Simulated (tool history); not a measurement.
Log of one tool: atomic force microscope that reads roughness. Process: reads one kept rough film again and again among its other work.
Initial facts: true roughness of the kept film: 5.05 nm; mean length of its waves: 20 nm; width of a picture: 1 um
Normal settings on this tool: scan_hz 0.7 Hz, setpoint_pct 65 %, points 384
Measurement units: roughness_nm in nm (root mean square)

| run | hour | scan_hz | setpoint_pct | points | roughness_nm |
|---|---|---|---|---|---|
| 1 | 0 | 0.7 | 65 | 384 | 3.852 |
| 2 | 6.7 | 0.94 | 65 | 384 | 3.785 |
| 3 | 19.8 | 0.7 | 65 | 384 | 3.672 |
| 4 | 30.9 | 0.7 | 65 | 538 | 3.609 |
| 5 | 37.7 | 0.7 | 65 | 538 | 3.553 |
| 6 | 46.4 | 1.163 | 65 | 384 | 3.4 |
| 7 | 52.6 | 2.435 | 65 | 384 | 3.202 |
| 8 | 62.4 | 0.7 | 59 | 384 | 3.341 |
| 9 | 73.2 | 0.7 | 65 | 384 | 3.233 |
| 10 | 83.7 | 0.71 | 65 | 384 | 3.119 |
| 11 | 89.7 | 0.71 | 65 | 384 | 3.106 |
| 12 | 97.5 | 0.7 | 65 | 946 | 3.081 |
| 13 | 110.4 | 0.7 | 65 | 946 | 3.011 |
|  | 112 | height scale calibrated on a step standard |
| 14 | 123.2 | 0.7 | 65 | 384 | 2.914 |
|  | 126.2 | new tip fitted |
| 15 | 130.7 | 2.172 | 60 | 783 | 3.776 |
| 16 | 143 | 2.172 | 60 | 783 | 3.665 |

What will run 17 give?
| 17 | 149.7 | 1.596 | 85 | 294 | ? |

{"run 17": {"roughness_nm": 3.199}}
Without the tool's hidden state the same run would have given roughness_nm 3.416 nm (root mean square).
